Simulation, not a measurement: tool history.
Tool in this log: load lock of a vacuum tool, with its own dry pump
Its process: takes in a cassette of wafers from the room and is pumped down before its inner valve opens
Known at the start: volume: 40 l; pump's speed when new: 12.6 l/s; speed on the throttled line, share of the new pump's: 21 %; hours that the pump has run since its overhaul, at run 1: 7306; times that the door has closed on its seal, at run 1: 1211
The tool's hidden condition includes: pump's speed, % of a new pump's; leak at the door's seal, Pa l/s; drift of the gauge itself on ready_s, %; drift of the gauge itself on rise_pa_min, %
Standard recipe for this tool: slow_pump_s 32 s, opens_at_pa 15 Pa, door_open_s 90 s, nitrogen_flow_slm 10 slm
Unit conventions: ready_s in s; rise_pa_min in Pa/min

run    hour  slow_pump_s  opens_at_pa  door_open_s  nitrogen_flow_slm  hours that the pump has run since its overhaul  times that the door has closed on its seal  incoming humidity of the room's air, %  ready_s  rise_pa_min
  1       0           32           15           90                 10                                            7306                                        1211                                    43.6     53.4        0.035
  2    56.8           32           15          104                 10                                            7363                                        1442                                    45.5     53.1        0.044
  3   158.7           32           15           46                 10                                            7465                                        1856                                    43.4     53.2        0.031
  4   231.9           32           15           46                 10                                            7538                                        2154                                    43.8     53.2        0.027
  5   288.2           32           15           46                 10                                            7594                                        2382                                    42.5     53.1        0.026
  6   358.6           32           15           46                 10                                            7665                                        2668                                    43.9     53.1        0.032
  7   468.6           32           15           33                 10                                            7775                                        3116                                    48.2     53.4        0.021
  8   575.8           18           15           90                 10                                            7882                                        3551                                    45.5     42.7        0.037
  9   674.6           18           15           90                 10                                            7981                                        3953                                    45.2     42.1        0.042
 10   722.9           18           15           90                 10                                            8029                                        4149                                    44.4     42.1         0.04
 11   801.8           18           15           90                 10                                            8108                                        4469                                    43.8     42.6        0.038
 12   870.2           32           15           90                 10                                            8176                                        4748                                    46.1     53.4        0.034
 13   926.4           42           15          213                 10                                            8232                                        4976                                    45.4     61.6        0.058
 14  1010.8           42           15           28                 10                                            8317                                        5319                                    43.9     61.6        0.013
 15  1121.7           42           15           28                 10                                            8428                                        5770                                    44.7     60.8         0.02
 16  1189.3           42           15           28                 10                                            8495                                        6044                                    43.9     61.4        0.022
 17  1298.9           33           14           90                 10                                            8605                                        6490                                    45.6     54.3        0.043
 18  1352.9           21           14           90                  6                                            8659                                        6709                                    43.9     45.3        0.043

The next listed run, before its measurement:
 19  1431.6           23           23           90                 23                                            8738                                        7029                                    44.7        ?            ?

ready_s: 45 s
rise_pa_min: 0.026 Pa/min
Without the tool's hidden state the same run would have given ready_s 45 s, rise_pa_min 0.026 Pa/min.

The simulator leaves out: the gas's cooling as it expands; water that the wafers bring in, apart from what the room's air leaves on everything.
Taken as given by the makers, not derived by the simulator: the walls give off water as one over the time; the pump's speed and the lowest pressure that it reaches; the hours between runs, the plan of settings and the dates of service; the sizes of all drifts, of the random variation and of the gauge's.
